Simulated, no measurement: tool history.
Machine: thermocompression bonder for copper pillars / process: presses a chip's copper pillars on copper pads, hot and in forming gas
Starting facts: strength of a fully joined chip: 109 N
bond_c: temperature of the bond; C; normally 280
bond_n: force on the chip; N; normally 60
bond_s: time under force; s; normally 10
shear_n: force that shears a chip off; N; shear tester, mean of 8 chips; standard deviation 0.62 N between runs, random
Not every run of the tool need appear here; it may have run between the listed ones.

run,hour,bond_c,bond_n,bond_s,shear_n
1,0.0,280,60,10,48.7
2,30.4,280,54,10,48.0
3,51.3,280,54,10,47.3
4,75.3,280,79,10,56.1
5,88.9,277,60,10,47.6
6,115.9,277,60,10,47.6
7,137.1,277,60,10,47.4
8,150.3,277,60,10,45.9
# hour 160.9: heater calibrated with a thermocouple chip
9,166.8,277,60,10,50.5
# hour 177.9: forming gas filter changed
10,193.7,277,60,10,52.9
11,215.1,277,60,10,53.7
12,242.0,277,60,10,52.6
13,258.8,277,60,10,51.5
14,279.3,306,60,6,58.3
15,300.0,282,86,18,75.3
16,331.5,282,76,24,76.8
17,349.6,280,70,22,72.7
18,376.9,280,70,22,72.9
19,399.0,280,70,22,73.2

How would selected steps in shear_n from run to run divide? Give the signed amount a tool lacking its hidden state would still show from settings, what came in and random variation, and the signed amount left for the hidden state, including any gauge scatter that is not in both of the compared results.
The hidden state here: true temperature of the bond over the reading, C; force that reaches the chip, % of what is set; oxide that the forming gas leaves, % of the face; drift of the gauge itself on shear_n, %.
Run 8 -> 9: heater calibrated with a thermocouple chip. shear_n +4.6 N: hidden state +4.0, all else +0.6.
Run 14 -> 15: bond_c 306 -> 282, bond_n 60 -> 86, bond_s 6 -> 18. shear_n +17.0 N: hidden state -0.4, all else +17.4.
